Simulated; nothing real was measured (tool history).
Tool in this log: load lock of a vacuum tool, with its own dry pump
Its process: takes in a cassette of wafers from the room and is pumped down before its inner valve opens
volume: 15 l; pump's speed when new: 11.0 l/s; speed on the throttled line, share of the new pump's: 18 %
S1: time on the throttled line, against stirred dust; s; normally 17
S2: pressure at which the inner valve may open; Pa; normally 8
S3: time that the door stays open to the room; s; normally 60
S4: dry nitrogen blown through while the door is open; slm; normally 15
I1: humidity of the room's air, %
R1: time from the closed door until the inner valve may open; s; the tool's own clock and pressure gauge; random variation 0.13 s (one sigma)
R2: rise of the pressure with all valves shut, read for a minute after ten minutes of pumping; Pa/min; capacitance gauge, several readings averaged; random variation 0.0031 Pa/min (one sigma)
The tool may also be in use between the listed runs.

run 1 day=0 | S1=17 S2=8 S3=60 S4=15 | I1=44.3 | R1=26.9 R2=0.054
run 2 day=4.9 | S1=17 S2=8 S3=60 S4=15 | I1=44.9 | R1=26.8 R2=0.055
run 3 day=9.238 | S1=17 S2=7 S3=60 S4=15 | I1=42.3 | R1=27.3 R2=0.061
run 4 day=16.279 | S1=17 S2=7 S3=60 S4=15 | I1=44.3 | R1=26.9 R2=0.052
run 5 day=21.038 | S1=17 S2=7 S3=60 S4=15 | I1=48.5 | R1=27 R2=0.058
run 6 day=26.325 | S1=17 S2=8 S3=60 S4=15 | I1=43.1 | R1=26.9 R2=0.057
run 7 day=33.854 | S1=17 S2=8 S3=60 S4=4 | I1=40.7 | R1=27 R2=0.079
run 8 day=40.583 | S1=17 S2=8 S3=106 S4=4 | I1=41.8 | R1=27 R2=0.096
run 9 day=44.717 | S1=17 S2=9 S3=60 S4=15 | I1=42.4 | R1=26.8 R2=0.053
run 10 day=49.412 | S1=17 S2=9 S3=60 S4=13 | I1=46.8 | R1=26.9 R2=0.059
run 11 day=56.779 | S1=10 S2=14 S3=60 S4=13 | I1=43.9 | R1=20.3 R2=0.059
run 12 day=63.6 | S1=17 S2=8 S3=27 S4=5 | I1=42.9 | R1=26.9 R2=0.051
run 13 day=68.262 | S1=23 S2=9 S3=70 S4=17 | I1=47.6 | R1=31.6 R2=0.064
run 14 day=75.275 | S1=17 S2=8 S3=60 S4=8 | I1=43.7 | R1=26.8 R2=0.069
run 15 day=81.642 | S1=17 S2=15 S3=60 S4=10 | I1=48.6 | R1=25.7 R2=0.07
run 16 day=87.121 | S1=17 S2=8 S3=84 S4=15 | I1=46.9 | R1=26.9 R2=0.07
run 17 day=92.092 | S1=17 S2=8 S3=51 S4=4 | I1=44.6 | R1=27 R2=0.075

Each row is a separate what-if for the run after 17, all from the same tool condition, not one after another. Results?
run A day=95.717 | S1=15 S2=10 S3=60 S4=15 | I1=45.6 | R1=? R2=?
run B day=95.717 | S1=17 S2=12 S3=26 S4=4 | I1=44 | R1=? R2=?
run C day=95.717 | S1=23 S2=8 S3=128 S4=23 | I1=45.6 | R1=? R2=?
run D day=95.717 | S1=30 S2=14 S3=51 S4=12 | I1=46.2 | R1=? R2=?
run E day=95.717 | S1=17 S2=10 S3=51 S4=4 | I1=44.5 | R1=? R2=?

run=A R1=24.7 R2=0.058
run=B R1=26.4 R2=0.05
run=C R1=32.1 R2=0.069
run=D R1=37 R2=0.058
run=E R1=26.5 R2=0.072
What these runs would have given with no unlogged condition in the tool:
run=A R1=24.7 R2=0.057
run=B R1=26.4 R2=0.049
run=C R1=32.1 R2=0.068
run=D R1=37 R2=0.057
run=E R1=26.5 R2=0.071
